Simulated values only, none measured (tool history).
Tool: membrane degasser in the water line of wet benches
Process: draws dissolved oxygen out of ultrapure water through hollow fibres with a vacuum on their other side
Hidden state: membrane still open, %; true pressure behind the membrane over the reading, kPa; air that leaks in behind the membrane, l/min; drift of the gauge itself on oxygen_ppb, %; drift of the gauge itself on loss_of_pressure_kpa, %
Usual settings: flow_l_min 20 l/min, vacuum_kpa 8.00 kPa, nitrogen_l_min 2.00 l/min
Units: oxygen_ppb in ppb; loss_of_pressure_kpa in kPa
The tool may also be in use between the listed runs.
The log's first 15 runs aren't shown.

| run | hour | flow_l_min | vacuum_kpa | nitrogen_l_min | hours since the membrane was changed | hours since the vacuum gauge was calibrated | hours since the vacuum lines were made tight | oxygen_ppb | loss_of_pressure_kpa |
|---|---|---|---|---|---|---|---|---|---|
| 16 | 2415.8 | 20 | 8.00 | 0.95 | 7836 | 2656 | 227 | 237.8 | 44.72 |
| 17 | 2559.7 | 20 | 8.00 | 0.95 | 7980 | 2800 | 371 | 238.5 | 44.46 |
| 18 | 2667.7 | 17 | 8.00 | 3.20 | 8088 | 2908 | 479 | 73.0 | 37.95 |
| 19 | 2882.1 | 17 | 8.00 | 3.00 | 8303 | 3122 | 693 | 77.0 | 37.95 |
| 20 | 3005.2 | 17 | 8.00 | 1.28 | 8426 | 3245 | 816 | 161.6 | 38.01 |
| 21 | 3199.8 | 18 | 8.00 | 5.63 | 8620 | 3440 | 1011 | 50.3 | 40.25 |
| 22 | 3413.8 | 14 | 7.22 | 0.92 | 8834 | 3654 | 1225 | 152.8 | 31.49 |
| 23 | 3520.2 | 14 | 7.22 | 0.92 | 8941 | 3760 | 1331 | 153.7 | 31.35 |
| 24 | 3672.4 | 30 | 19.95 | 1.96 | 9093 | 3912 | 1483 | 593.1 | 67.04 |
| 25 | 3788.5 | 30 | 19.95 | 1.96 | 9209 | 4029 | 1600 | 587.2 | 67.45 |
|  | 3899.6 | membrane cartridge changed |
| 26 | 3909.2 | 30 | 11.31 | 1.32 | 10 | 4145 | 1716 | 423.9 | 64.04 |
| 27 | 4118.9 | 20 | 8.23 | 2.00 | 219 | 4355 | 1926 | 134.9 | 42.59 |
| 28 | 4329.4 | 21 | 15.19 | 2.00 | 430 | 4565 | 2136 | 307.0 | 44.99 |
| 29 | 4458.8 | 28 | 15.19 | 1.97 | 559 | 4695 | 2266 | 410.1 | 59.82 |
|  | 4587.1 | vacuum gauge calibrated |
| 30 | 4617.0 | 24 | 8.00 | 2.00 | 717 | 30 | 2424 | 150.7 | 51.42 |
| 31 | 4820.0 | 24 | 8.00 | 2.00 | 920 | 233 | 2627 | 152.5 | 51.62 |
| 32 | 4954.6 | 21 | 8.00 | 4.28 | 1054 | 367 | 2761 | 70.8 | 45.11 |
| 33 | 5122.0 | 21 | 8.00 | 4.28 | 1222 | 535 | 2929 | 70.8 | 45.03 |

Forecast each of these 3 alternatives for the next run:
| A | 5254.1 | 12 | 8.57 | 4.28 | 1354 | 667 | 3061 | ? | ? |
| B | 5254.1 | 20 | 7.34 | 2.00 | 1354 | 667 | 3061 | ? | ? |
| C | 5254.1 | 20 | 9.36 | 2.00 | 1354 | 667 | 3061 | ? | ? |

| run | oxygen_ppb | loss_of_pressure_kpa |
|---|---|---|
| A | 40.9 | 25.90 |
| B | 110.2 | 42.90 |
| C | 156.7 | 42.95 |
Without the tool's hidden state the same runs would have given:
| run | oxygen_ppb | loss_of_pressure_kpa |
|---|---|---|
| A | 39.1 | 25.70 |
| B | 106.4 | 42.57 |
| C | 152.3 | 42.63 |
